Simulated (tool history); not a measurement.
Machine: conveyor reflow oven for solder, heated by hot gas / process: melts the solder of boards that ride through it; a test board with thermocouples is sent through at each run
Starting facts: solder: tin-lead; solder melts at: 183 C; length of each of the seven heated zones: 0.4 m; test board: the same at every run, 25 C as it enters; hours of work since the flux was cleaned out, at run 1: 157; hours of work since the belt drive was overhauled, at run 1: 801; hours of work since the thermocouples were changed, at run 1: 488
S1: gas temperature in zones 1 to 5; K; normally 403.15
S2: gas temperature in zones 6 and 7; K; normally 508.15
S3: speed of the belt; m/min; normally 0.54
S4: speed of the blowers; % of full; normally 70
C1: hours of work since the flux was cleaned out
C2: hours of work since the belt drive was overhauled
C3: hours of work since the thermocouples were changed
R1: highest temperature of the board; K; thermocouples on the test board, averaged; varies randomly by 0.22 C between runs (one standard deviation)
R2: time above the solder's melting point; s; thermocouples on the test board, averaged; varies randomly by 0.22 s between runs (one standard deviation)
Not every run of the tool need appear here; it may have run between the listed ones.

Run 1, hour 0: usual settings; C1 157; C2 801; C3 488. Result: R1 492.95 K, R2 66.3 s.
Run 2, hour 8.8: usual settings; C1 163; C2 807; C3 493. Result: R1 492.65 K, R2 66.2 s.
Run 3, hour 28.5: usual settings; C1 175; C2 819; C3 506. Result: R1 492.75 K, R2 66.2 s.
Run 4, hour 40.8: usual settings; C1 183; C2 827; C3 513. Result: R1 492.75 K, R2 66.1 s.
Run 5, hour 54.6: usual settings; C1 192; C2 835; C3 522. Result: R1 492.55 K, R2 66 s.
Run 6, hour 68.4: usual settings; C1 201; C2 844; C3 531. Result: R1 492.95 K, R2 66.3 s.
Run 7, hour 84.9: usual settings but S1 388.15 K; C1 211; C2 855; C3 541. Result: R1 489.65 K, R2 58.9 s.
Run 8, hour 98.6: usual settings but S1 400.15 K; C1 220; C2 863; C3 550. Result: R1 491.75 K, R2 64.4 s.
Run 9, hour 117: usual settings but S3 0.49 m/min; C1 231; C2 875; C3 562. Result: R1 495.65 K, R2 75.9 s.
Run 10, hour 134.7: usual settings but S3 0.49 m/min, S4 63 % of full; C1 242; C2 886; C3 573. Result: R1 493.45 K, R2 74.3 s.
At hour 139.8: belt drive overhauled, speed set with a stopwatch.
Run 11, hour 149.6: usual settings but S3 0.49 m/min, S4 63 % of full; C1 249; C2 6; C3 580. Result: R1 493.55 K, R2 74.3 s.
At hour 156.1: flux residue cleaned out of gas plates and filters.
Run 12, hour 171.9: usual settings; C1 10; C2 17; C3 591. Result: R1 494.55 K, R2 68.2 s.
At hour 177.6: belt drive overhauled, speed set with a stopwatch, once more.
Run 13, hour 194.8: usual settings; C1 22; C2 11; C3 602. Result: R1 494.55 K, R2 66.9 s.
Run 14, hour 204.1: usual settings; C1 28; C2 17; C3 608. Result: R1 494.65 K, R2 67.3 s.
Run 15, hour 219.8: usual settings; C1 38; C2 27; C3 618. Result: R1 494.05 K, R2 66.9 s.
Run 16, hour 233.2: usual settings but S2 520.15 K; C1 46; C2 35; C3 627. Result: R1 505.25 K, R2 74.4 s.
Run 17, hour 243.5: usual settings but S3 0.476 m/min, S4 58 % of full; C1 53; C2 42; C3 633. Result: R1 494.05 K, R2 76.4 s.
Run 18, hour 262: usual settings but S1 415.15 K, S2 507.15 K, S3 0.534 m/min, S4 52 % of full; C1 64; C2 53; C3 645. Result: R1 489.35 K, R2 67.2 s.
Run 19, hour 274.7: usual settings but S1 392.15 K, S2 514.15 K, S3 0.534 m/min, S4 52 % of full; C1 72; C2 61; C3 653. Result: R1 490.05 K, R2 59.5 s.
Run 20, hour 293.2: usual settings but S3 0.503 m/min, S4 59 % of full; C1 84; C2 73; C3 665. Result: R1 492.35 K, R2 70.1 s.
Run 21, hour 301.7: usual settings but S1 413.15 K, S2 505.15 K, S3 0.559 m/min, S4 51 % of full; C1 89; C2 78; C3 670. Result: R1 484.85 K, R2 58.4 s.

Expected results for the next run?
Run 22, hour 313.3: usual settings but S1 413.15 K, S2 505.15 K, S3 0.559 m/min, S4 51 % of full; C1 97; C2 86; C3 677. Result: R1 ?, R2 ?.

Run 22 yielded R1 484.85 K, R2 58.4 s.
With no hidden state in the tool, this same run would have given R1 484.15 K, R2 57.8 s.
